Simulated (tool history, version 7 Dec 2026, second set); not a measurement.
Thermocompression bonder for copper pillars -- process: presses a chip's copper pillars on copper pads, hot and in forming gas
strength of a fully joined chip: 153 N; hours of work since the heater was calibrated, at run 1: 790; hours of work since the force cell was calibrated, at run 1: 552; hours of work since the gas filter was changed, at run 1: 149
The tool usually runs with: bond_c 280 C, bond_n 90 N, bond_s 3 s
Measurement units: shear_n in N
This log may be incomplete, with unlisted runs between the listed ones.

run,hour,bond_c,bond_n,bond_s,hours of work since the heater was calibrated,hours of work since the force cell was calibrated,hours of work since the gas filter was changed,shear_n
1,0,280,90,3,790,552,149,83.1
2,29.7,280,90,3,804,566,163,82.8
3,74.5,274,90,3,825,587,185,78.2
4,112.3,274,90,3,843,605,203,78.9
5,155.2,274,90,3,864,626,223,78.5
6,203.7,280,90,7,887,649,247,105.1
7,254.5,280,90,2,911,673,271,71.4
8,302.2,280,90,2,934,696,294,71.1
9,335.2,280,90,3,950,712,309,81.8
10,395,280,90,3,978,740,338,81.5
11,436,280,90,3,998,760,357,81
12,466.3,280,90,3,1012,774,372,80.9
13,501.1,280,132,3,1029,791,389,105.4
14,545.4,280,132,3,1050,812,410,104.9
15,583.6,259,90,3,1068,830,428,66.7
16,620.7,259,90,3,1086,848,446,66.2
# hour 661.1: forming gas filter changed
17,663.6,280,119,3,1106,868,1,106.2
18,707.7,280,119,3,1127,889,22,106.3
19,733.5,280,119,3,1140,902,35,105.6
20,795.7,280,71,3,1169,931,64,71.1
21,823.3,297,83,4,1183,944,77,100.4
22,872.2,280,105,3,1206,968,101,96.2
23,931.5,280,105,3,1234,996,129,96.9
24,979.4,280,105,3,1257,1019,152,96.4
25,1025.2,280,105,3,1279,1041,174,96.1
26,1062.8,280,90,9,1297,1059,192,114.5
27,1119.9,301,127,3,1324,1086,219,121.1
28,1168.9,301,127,3,1348,1110,242,120.7
29,1214.9,305,81,5,1370,1132,264,107.4
30,1244.6,305,81,5,1384,1146,279,107.1
31,1290.5,308,70,9,1406,1168,300,113.9
32,1345,280,73,3,1432,1194,327,70.9
33,1393.9,279,75,3,1455,1217,350,72.2
34,1436.2,279,75,3,1475,1237,370,71.2
35,1481.9,279,75,3,1497,1259,392,71.3

Here are 3 independent what-if runs from the current tool condition. What would each one return?
A,1521.8,280,66,3,1516,1278,411,?
B,1521.8,275,101,3,1516,1278,411,?
C,1521.8,292,90,3,1516,1278,411,?

run,shear_n
A,64.5
B,87.3
C,91
With no hidden state in the tool, these same runs would have given:
run,shear_n
A,61.3
B,84.7
C,89.1
